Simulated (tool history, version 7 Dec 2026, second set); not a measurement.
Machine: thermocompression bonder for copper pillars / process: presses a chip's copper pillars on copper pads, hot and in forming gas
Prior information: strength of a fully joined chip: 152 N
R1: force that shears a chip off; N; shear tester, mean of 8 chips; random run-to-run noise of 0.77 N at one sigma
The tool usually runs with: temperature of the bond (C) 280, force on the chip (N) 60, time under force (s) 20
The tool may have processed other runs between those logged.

{"run": 1, "hour": 0.0, "temperature of the bond (C)": 280, "force on the chip (N)": 60, "time under force (s)": 20, "R1": 59.3}
{"run": 2, "hour": 16.0, "temperature of the bond (C)": 280, "force on the chip (N)": 60, "time under force (s)": 20, "R1": 57.6}
{"run": 3, "hour": 29.3, "temperature of the bond (C)": 280, "force on the chip (N)": 60, "time under force (s)": 20, "R1": 57.1}
{"run": 4, "hour": 39.4, "temperature of the bond (C)": 280, "force on the chip (N)": 60, "time under force (s)": 20, "R1": 58.2}
{"run": 5, "hour": 53.6, "temperature of the bond (C)": 299, "force on the chip (N)": 60, "time under force (s)": 20, "R1": 71.5}
{"run": 6, "hour": 69.1, "temperature of the bond (C)": 299, "force on the chip (N)": 60, "time under force (s)": 20, "R1": 70.5}
{"run": 7, "hour": 77.1, "temperature of the bond (C)": 299, "force on the chip (N)": 60, "time under force (s)": 20, "R1": 70.1}
{"run": 8, "hour": 89.3, "temperature of the bond (C)": 280, "force on the chip (N)": 60, "time under force (s)": 20, "R1": 59.1}
{"run": 9, "hour": 99.0, "temperature of the bond (C)": 280, "force on the chip (N)": 60, "time under force (s)": 20, "R1": 57.9}
{"run": 10, "hour": 115.2, "temperature of the bond (C)": 302, "force on the chip (N)": 76, "time under force (s)": 20, "R1": 89.1}
{"run": 11, "hour": 131.3, "temperature of the bond (C)": 273, "force on the chip (N)": 72, "time under force (s)": 21, "R1": 65.9}
{"run": 12, "hour": 142.0, "temperature of the bond (C)": 268, "force on the chip (N)": 53, "time under force (s)": 44, "R1": 58.5}
{"run": 13, "hour": 149.9, "temperature of the bond (C)": 268, "force on the chip (N)": 53, "time under force (s)": 44, "R1": 60.3}
{"run": 14, "hour": 166.4, "temperature of the bond (C)": 268, "force on the chip (N)": 53, "time under force (s)": 44, "R1": 58.5}
{"run": 15, "hour": 174.5, "temperature of the bond (C)": 272, "force on the chip (N)": 60, "time under force (s)": 26, "R1": 58.0}
{"run": 16, "hour": 188.7, "temperature of the bond (C)": 280, "force on the chip (N)": 60, "time under force (s)": 57, "R1": 81.8}
{"run": 17, "hour": 207.7, "temperature of the bond (C)": 278, "force on the chip (N)": 56, "time under force (s)": 51, "R1": 74.4}

Some steps in R1 between neighbouring runs. How much of each would the tool show without its hidden state too (settings, what came in, random variation), and how much is left for the hidden state, with any gauge scatter that isn't in both results?
Unlogged tool condition in this case: true temperature of the bond over the reading, C; force that reaches the chip, % of what is set; oxide that the forming gas leaves, % of the face; drift of the gauge itself on shear_n, %.
Run 9 -> 10: temperature of the bond (C) 280 -> 302, force on the chip (N) 60 -> 76. R1 +31.2 N: hidden state -1.3, all else +32.5.
